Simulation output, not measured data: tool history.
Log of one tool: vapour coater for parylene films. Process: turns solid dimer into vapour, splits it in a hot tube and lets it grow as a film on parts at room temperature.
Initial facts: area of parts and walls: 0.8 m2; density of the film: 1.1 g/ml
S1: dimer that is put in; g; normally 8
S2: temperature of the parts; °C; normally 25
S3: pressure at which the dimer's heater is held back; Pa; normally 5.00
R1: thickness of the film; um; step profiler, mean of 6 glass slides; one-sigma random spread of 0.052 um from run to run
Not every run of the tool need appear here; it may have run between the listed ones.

Run 1, hour 0.0: usual settings. Result: R1 5.33 um.
Run 2, hour 41.3: usual settings but S3 2.29 Pa. Result: R1 6.21 um.
At hour 56.4: trap's valve overhauled.
Run 3, hour 86.9: usual settings but S3 2.22 Pa. Result: R1 6.87 um.
Run 4, hour 124.8: usual settings but S2 21 °C. Result: R1 6.41 um.
Run 5, hour 184.2: usual settings but S2 21 °C. Result: R1 6.45 um.
Run 6, hour 245.2: usual settings but S2 21 °C. Result: R1 6.35 um.
Run 7, hour 299.1: usual settings but S2 21 °C. Result: R1 6.29 um.
Run 8, hour 344.0: usual settings but S2 21 °C. Result: R1 6.21 um.
Run 9, hour 385.8: usual settings but S2 30 °C. Result: R1 4.98 um.
Run 10, hour 446.5: usual settings but S2 30 °C. Result: R1 4.86 um.
Run 11, hour 473.0: usual settings but S2 30 °C. Result: R1 4.79 um.
Run 12, hour 525.3: usual settings but S2 26 °C. Result: R1 5.35 um.
Run 13, hour 566.6: usual settings but S2 26 °C. Result: R1 5.37 um.
Run 14, hour 603.7: usual settings but S2 31 °C. Result: R1 4.60 um.
Run 15, hour 652.9: usual settings but S2 31 °C. Result: R1 4.58 um.
Run 16, hour 715.9: usual settings. Result: R1 5.31 um.
Run 17, hour 761.2: usual settings. Result: R1 5.21 um.
At hour 792.0: trap's valve overhauled.
Run 18, hour 811.9: usual settings. Result: R1 5.88 um.
Run 19, hour 839.9: usual settings. Result: R1 5.86 um.
Run 20, hour 871.4: usual settings but S3 2.19 Pa. Result: R1 6.76 um.
Run 21, hour 918.3: usual settings. Result: R1 5.67 um.
Run 22, hour 967.3: usual settings but S3 9.44 Pa. Result: R1 5.14 um.
Run 23, hour 1003.9: usual settings but S3 9.44 Pa. Result: R1 5.06 um.
Run 24, hour 1039.4: usual settings. Result: R1 5.67 um.
Run 25, hour 1073.6: usual settings but S1 4 g, S2 26 °C. Result: R1 2.78 um.
Run 26, hour 1135.5: usual settings but S1 9 g, S2 33 °C. Result: R1 5.18 um.
Run 27, hour 1167.9: usual settings but S1 6 g, S2 33 °C. Result: R1 3.37 um.
Run 28, hour 1199.1: usual settings but S1 4 g, S2 28 °C, S3 6.79 Pa. Result: R1 2.45 um.
Run 29, hour 1229.4: usual settings but S1 6 g, S2 36 °C, S3 2.22 Pa. Result: R1 3.59 um.
Run 30, hour 1262.6: usual settings but S1 6 g, S2 36 °C, S3 2.22 Pa. Result: R1 3.78 um.
Run 31, hour 1320.7: usual settings but S1 6 g, S2 32 °C, S3 3.41 Pa. Result: R1 3.68 um.
Run 32, hour 1348.6: usual settings but S2 22 °C. Result: R1 5.90 um.
Run 33, hour 1377.1: usual settings but S1 4 g, S2 26 °C, S3 2.92 Pa. Result: R1 2.88 um.
Run 34, hour 1432.6: usual settings but S1 10 g, S3 2.78 Pa. Result: R1 7.54 um.
Run 35, hour 1482.9: usual settings but S1 10 g, S3 2.78 Pa. Result: R1 7.46 um.
At hour 1530.1: trap's valve overhauled.
Run 36, hour 1543.2: usual settings but S1 13 g, S3 3.21 Pa. Result: R1 10.39 um.
Run 37, hour 1592.9: usual settings but S1 5 g, S3 3.20 Pa. Result: R1 3.98 um.
At hour 1630.1: table's thermometer calibrated.
Run 38, hour 1649.1: usual settings but S1 5 g, S2 18 °C, S3 3.25 Pa. Result: R1 4.87 um.
Run 39, hour 1701.9: usual settings but S2 19 °C, S3 4.43 Pa. Result: R1 7.04 um.
Run 40, hour 1735.3: usual settings but S1 5 g, S2 33 °C, S3 6.39 Pa. Result: R1 2.86 um.
Run 41, hour 1779.4: usual settings but S1 4 g, S2 33 °C, S3 8.24 Pa. Result: R1 2.21 um.
Run 42, hour 1842.1: usual settings but S1 4 g, S2 33 °C, S3 8.24 Pa. Result: R1 2.15 um.
Run 43, hour 1882.8: usual settings but S1 3 g, S3 5.18 Pa. Result: R1 2.11 um.
Run 44, hour 1929.8: usual settings but S1 5 g, S2 29 °C, S3 2.35 Pa. Result: R1 3.73 um.
Run 45, hour 1988.4: usual settings but S1 5 g, S2 29 °C, S3 2.35 Pa. Result: R1 3.71 um.
Run 46, hour 2030.3: usual settings but S3 4.74 Pa. Result: R1 5.71 um.
Run 47, hour 2068.5: usual settings but S1 4 g, S2 36 °C, S3 4.74 Pa. Result: R1 2.16 um.

4 ways to go on from here, each from the tool as it stands after run 47. What would each give?
Run A, hour 2133.0: usual settings but S1 6 g, S2 26 °C. Result: R1 ?.
Run B, hour 2133.0: usual settings but S1 10 g, S2 28 °C, S3 8.89 Pa. Result: R1 ?.
Run C, hour 2133.0: usual settings but S1 10 g, S2 31 °C, S3 3.13 Pa. Result: R1 ?.
Run D, hour 2133.0: usual settings but S1 12 g, S2 36 °C, S3 4.74 Pa. Result: R1 ?.

run    R1
  A  3.99
  B  5.74
  C  6.52
  D  6.38
Without the tool's hidden state the same runs would have given:
run    R1
  A  4.36
  B  6.27
  C  7.11
  D  6.96
